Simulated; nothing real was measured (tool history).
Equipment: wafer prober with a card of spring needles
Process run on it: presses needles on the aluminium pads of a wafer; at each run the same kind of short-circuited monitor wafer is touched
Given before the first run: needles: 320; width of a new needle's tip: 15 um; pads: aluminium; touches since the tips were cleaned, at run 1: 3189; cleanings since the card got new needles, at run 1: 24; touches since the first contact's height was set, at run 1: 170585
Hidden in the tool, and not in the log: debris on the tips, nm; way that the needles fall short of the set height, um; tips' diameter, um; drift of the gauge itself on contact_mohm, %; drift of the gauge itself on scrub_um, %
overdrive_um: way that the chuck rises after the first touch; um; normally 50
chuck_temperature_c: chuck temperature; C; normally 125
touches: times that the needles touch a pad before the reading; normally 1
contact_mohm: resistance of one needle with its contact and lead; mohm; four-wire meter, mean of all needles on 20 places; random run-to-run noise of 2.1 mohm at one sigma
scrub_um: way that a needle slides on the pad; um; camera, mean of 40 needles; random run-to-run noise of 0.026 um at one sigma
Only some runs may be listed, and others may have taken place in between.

run,day,overdrive_um,chuck_temperature_c,touches,touches since the tips were cleaned,cleanings since the card got new needles,touches since the first contact's height was set,contact_mohm,scrub_um
1,0.000,50,125,1,3189,24,170585,229,10.70
# day 0.688: tips cleaned on abrasive film
2,1.329,50,125,1,3402,25,177605,228,10.68
# day 1.975: tips cleaned on abrasive film
3,2.433,50,125,1,2423,26,183420,228,10.66
# day 3.267: tips cleaned on abrasive film
4,3.475,50,125,1,1102,27,188896,228,10.71
# day 4.479: tips cleaned on abrasive film
5,4.554,50,125,1,405,28,194600,231,10.68
6,5.417,50,125,1,4960,28,199155,229,10.70
# day 5.683: tips cleaned on abrasive film
# day 6.650: height of the first contact set anew
7,6.712,50,125,1,5382,29,329,232,10.69
# day 6.979: tips cleaned on abrasive film
8,7.600,50,125,1,3289,30,5003,230,10.72
9,8.171,69,125,1,6310,30,8024,221,14.80
# day 8.238: tips cleaned on abrasive film
10,9.396,69,125,1,6110,31,14473,225,14.85
# day 9.521: tips cleaned on abrasive film
11,10.250,69,125,1,3849,32,18975,221,14.88
# day 10.738: tips cleaned on abrasive film
12,11.279,69,125,1,2867,33,24415,223,14.89
13,11.817,69,125,1,5703,33,27251,218,14.90
# day 12.017: tips cleaned on abrasive film
14,12.712,32,125,1,3678,34,31965,238,6.88
# day 13.221: tips cleaned on abrasive film
15,13.558,32,125,1,1797,35,36423,237,6.95
# day 14.467: tips cleaned on abrasive film
16,14.492,32,125,1,141,36,41338,241,6.94
17,15.046,40,81,1,3084,36,44281,221,8.68
# day 15.683: tips cleaned on abrasive film
18,16.283,60,64,2,3178,37,50794,211,12.99
# day 16.917: tips cleaned on abrasive film
19,17.396,50,58,3,2548,38,56671,214,10.83
# day 18.171: tips cleaned on abrasive film
20,18.333,50,61,1,857,39,61604,211,10.82
21,19.317,50,125,1,6048,39,66795,230,10.86
# day 19.383: tips cleaned on abrasive film
22,19.983,50,125,1,3162,40,70299,229,10.87
# day 20.604: tips cleaned on abrasive film
23,20.979,43,66,3,1975,41,75546,216,9.33
# day 21.808: tips cleaned on abrasive film
24,21.892,31,59,1,437,42,80354,222,6.73
25,22.521,50,65,1,3782,42,83699,215,10.94
# day 23.071: tips cleaned on abrasive film
26,23.354,50,65,1,1515,43,88083,212,10.88
27,23.950,50,65,1,4653,43,91221,213,10.85
# day 24.275: tips cleaned on abrasive film
28,25.167,60,125,2,4718,44,97650,222,13.09
# day 25.575: tips cleaned on abrasive film
29,26.238,66,86,2,3520,45,103299,214,14.42
# day 26.800: tips cleaned on abrasive film
# day 27.017: gauge calibrated
30,27.308,59,125,1,2680,46,108929,228,12.56
31,27.862,34,91,2,5624,46,111873,228,7.30
# day 28.083: tips cleaned on abrasive film
32,28.879,34,91,2,4196,47,117216,228,7.27

Alternative continuations, all from the tool just after run 32; predict every row:
# day 29.325: tips cleaned on abrasive film
A,29.529,54,30,1,1085,48,120651,?,?
# day 29.325: tips cleaned on abrasive film
B,29.529,38,51,1,1085,48,120651,?,?
# day 29.325: tips cleaned on abrasive film
C,29.529,53,26,1,1085,48,120651,?,?
# day 29.325: tips cleaned on abrasive film
D,29.529,48,48,1,1085,48,120651,?,?
# day 29.325: tips cleaned on abrasive film
E,29.529,34,56,2,1085,48,120651,?,?

run,contact_mohm,scrub_um
A,203,11.56
B,215,8.11
C,198,11.29
D,210,10.26
E,221,7.28
The same runs, with their run-to-run variation unchanged, on a tool lacking any hidden condition would have given:
run,contact_mohm,scrub_um
A,203,11.54
B,215,8.09
C,198,11.27
D,210,10.24
E,221,7.27
